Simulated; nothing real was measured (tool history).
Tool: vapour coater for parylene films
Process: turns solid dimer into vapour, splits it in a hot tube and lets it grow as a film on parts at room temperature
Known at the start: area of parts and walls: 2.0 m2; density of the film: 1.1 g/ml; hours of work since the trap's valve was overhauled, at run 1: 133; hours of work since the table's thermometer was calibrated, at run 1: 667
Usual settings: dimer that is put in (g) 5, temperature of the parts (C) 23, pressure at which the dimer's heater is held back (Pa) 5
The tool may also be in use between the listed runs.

run,hour,dimer that is put in (g),temperature of the parts (C),pressure at which the dimer's heater is held back (Pa),hours of work since the trap's valve was overhauled,hours of work since the table's thermometer was calibrated,thickness of the film (um)
1,0,5,23,5,133,667,1.104
2,19.9,5,23,5,148,682,1.1
3,37,3,23,5,160,694,0.662
4,64.6,5,23,5,181,715,1.093
5,84.3,5,23,5,195,729,1.072
6,109.1,5,23,5,214,747,1.073
# hour 135.3: trap's valve overhauled
7,142.6,5,23,5,5,769,1.152
8,171.9,5,23,5,27,791,1.136
9,201.6,5,23,5,49,813,1.138
10,215.7,5,25,5,59,823,1.014
11,231.2,5,25,5,71,835,1.023
12,258.9,5,23,5,91,855,1.117
13,289.6,5,23,5,114,878,1.096
14,309,5,23,5,128,892,1.099
15,326.2,3,23,5,141,905,0.652
16,348.1,3,23,5,157,921,0.644
17,378,5,16,5,179,943,1.478
18,402.9,5,16,5,198,962,1.445
19,429.8,5,23,5,218,982,1.049
# hour 451.9: trap's valve overhauled
20,466.7,5,23,5,11,1006,1.137
21,482.1,5,23,5,22,1017,1.136
22,505.1,7,23,5,39,1034,1.587
23,534,7,23,5,61,1056,1.542
24,564.1,7,23,5,83,1078,1.543
25,598.9,7,23,5,109,1104,1.525
26,629.5,3,17,5,131,1126,0.856
27,663.1,2,30,5,156,1151,0.315
28,681.5,5,20,5.24,170,1165,1.203
29,702.2,5,20,5.24,185,1180,1.198
30,726.7,5,20,5.24,203,1198,1.185
31,757.4,8,23,2.91,226,1221,1.844
# hour 769.7: trap's valve overhauled
32,781.7,5,29,2.37,9,1236,0.986
33,804.6,9,29,2.37,26,1253,1.775
34,834.5,9,29,2.37,48,1275,1.76
35,868.3,2,30,2.37,73,1300,0.367
36,890.2,5,21,2.13,89,1316,1.408
37,909,5,23,3.76,103,1330,1.151
38,938.2,7,23,5.78,125,1352,1.461
39,957.7,5,24,3.92,139,1366,1.08
40,984.9,3,23,2.62,159,1386,0.729
41,1002.2,3,23,2.62,172,1399,0.719
42,1028.7,6,23,5,192,1419,1.239
43,1059.9,6,23,5,215,1442,1.228
44,1074.9,4,30,5,226,1453,0.592
# hour 1085.8: trap's valve overhauled
45,1102.1,3,30,2.2,12,1470,0.569
46,1128,3,17,8.07,31,1489,0.795
47,1146.2,6,15,8.07,45,1503,1.745

Hidden state or all else? Some run-to-run changes of thickness of the film (um), split into what the settings, what came in and random variation would give without the hidden state, and what is left for the hidden state (with any gauge scatter that isn't in both results):
The hidden state here: vapour lost through the trap's worn valve, %; true temperature of the parts over the reading, C; drift of the gauge itself on film_um, %.
Run 27 -> 28: dimer that is put in (g) 2 -> 5, temperature of the parts (C) 30 -> 20, pressure at which the dimer's heater is held back (Pa) 5 -> 5.24. thickness of the film (um) +0.888: hidden state -0.115, all else +1.003.
Run 30 -> 31: dimer that is put in (g) 5 -> 8, temperature of the parts (C) 20 -> 23, pressure at which the dimer's heater is held back (Pa) 5.24 -> 2.91. thickness of the film (um) +0.659: hidden state -0.117, all else +0.776.
Run 31 -> 32: dimer that is put in (g) 8 -> 5, temperature of the parts (C) 23 -> 29, pressure at which the dimer's heater is held back (Pa) 2.91 -> 2.37, trap's valve overhauled. thickness of the film (um) -0.858: hidden state +0.23, all else -1.088.
Run 34 -> 35: dimer that is put in (g) 9 -> 2, temperature of the parts (C) 29 -> 30. thickness of the film (um) -1.393: hidden state +0.099, all else -1.492.
Run 35 -> 36: dimer that is put in (g) 2 -> 5, temperature of the parts (C) 30 -> 21, pressure at which the dimer's heater is held back (Pa) 2.37 -> 2.13. thickness of the film (um) +1.041: hidden state -0.102, all else +1.143.
Run 46 -> 47: dimer that is put in (g) 3 -> 6, temperature of the parts (C) 17 -> 15. thickness of the film (um) +0.95: hidden state -0.078, all else +1.028.
